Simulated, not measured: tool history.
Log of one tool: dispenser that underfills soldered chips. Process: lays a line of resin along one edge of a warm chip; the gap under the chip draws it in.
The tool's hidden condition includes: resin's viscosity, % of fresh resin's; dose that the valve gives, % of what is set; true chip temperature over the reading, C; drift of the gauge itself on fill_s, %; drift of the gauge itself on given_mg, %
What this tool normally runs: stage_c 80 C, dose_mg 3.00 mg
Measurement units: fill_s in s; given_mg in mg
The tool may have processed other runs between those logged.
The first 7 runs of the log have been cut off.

| run | hour | stage_c | dose_mg | hours of work since the syringe was changed | hours of work since the valve was cleaned | hours of work since the stage was calibrated | fill_s | given_mg |
|---|---|---|---|---|---|---|---|---|
| 8 | 45.4 | 80 | 3.00 | 9 | 28 | 162 | 54.5 | 2.96 |
|  | 47.5 | new syringe of resin |
| 9 | 54.7 | 80 | 3.00 | 4 | 34 | 168 | 44.5 | 2.93 |
| 10 | 62.2 | 84 | 3.00 | 9 | 38 | 172 | 49.3 | 2.95 |
|  | 63.5 | new syringe of resin |
| 11 | 71.4 | 84 | 3.00 | 5 | 44 | 178 | 39.6 | 2.97 |
| 12 | 78.5 | 80 | 3.00 | 9 | 48 | 182 | 55.9 | 2.93 |
|  | 79.5 | new syringe of resin |
| 13 | 88.4 | 80 | 3.00 | 5 | 54 | 188 | 47.7 | 2.89 |
| 14 | 93.7 | 80 | 3.00 | 9 | 57 | 191 | 56.4 | 2.91 |
|  | 96.2 | new syringe of resin |
| 15 | 103.8 | 80 | 3.00 | 5 | 63 | 197 | 45.7 | 2.92 |
| 16 | 111.7 | 80 | 3.00 | 9 | 68 | 202 | 56.8 | 2.85 |
|  | 112.8 | new syringe of resin |
| 17 | 120.9 | 80 | 2.61 | 5 | 73 | 207 | 49.0 | 2.49 |
| 18 | 127.6 | 80 | 2.61 | 9 | 77 | 212 | 59.4 | 2.49 |
|  | 128.7 | new syringe of resin |
| 19 | 136.9 | 77 | 2.76 | 5 | 83 | 217 | 52.1 | 2.60 |
| 20 | 143.1 | 87 | 3.27 | 9 | 87 | 221 | 43.8 | 3.09 |
|  | 145.1 | new syringe of resin |
| 21 | 149.3 | 74 | 3.00 | 3 | 90 | 224 | 48.9 | 2.88 |
| 22 | 158.0 | 93 | 2.84 | 8 | 95 | 230 | 35.7 | 2.68 |
|  | 161.4 | new syringe of resin |
| 23 | 166.8 | 80 | 3.54 | 3 | 101 | 235 | 42.2 | 3.32 |
| 24 | 172.6 | 87 | 2.73 | 7 | 104 | 238 | 43.4 | 2.54 |
|  | 177.7 | new syringe of resin |
| 25 | 183.2 | 76 | 2.97 | 3 | 110 | 245 | 50.3 | 2.79 |
| 26 | 189.3 | 83 | 3.25 | 7 | 114 | 248 | 46.2 | 3.05 |
|  | 194.4 | new syringe of resin |
| 27 | 197.1 | 85 | 3.53 | 2 | 119 | 253 | 32.6 | 3.27 |
| 28 | 204.2 | 86 | 2.78 | 6 | 123 | 257 | 42.5 | 2.55 |

Expected results for the next run?
|  | 210.6 | new syringe of resin |
|  | 213.3 | dispensing valve cleaned and set on the balance |
| 29 | 213.7 | 76 | 3.26 | 1 | 0 | 262 | ? | ? |

Run 29 came out at fill_s 42.3 s, given_mg 3.23 mg.
Take away the tool's hidden state, keep the run-to-run variation as it was, and the same run would have given fill_s 38.1 s, given_mg 3.23 mg.

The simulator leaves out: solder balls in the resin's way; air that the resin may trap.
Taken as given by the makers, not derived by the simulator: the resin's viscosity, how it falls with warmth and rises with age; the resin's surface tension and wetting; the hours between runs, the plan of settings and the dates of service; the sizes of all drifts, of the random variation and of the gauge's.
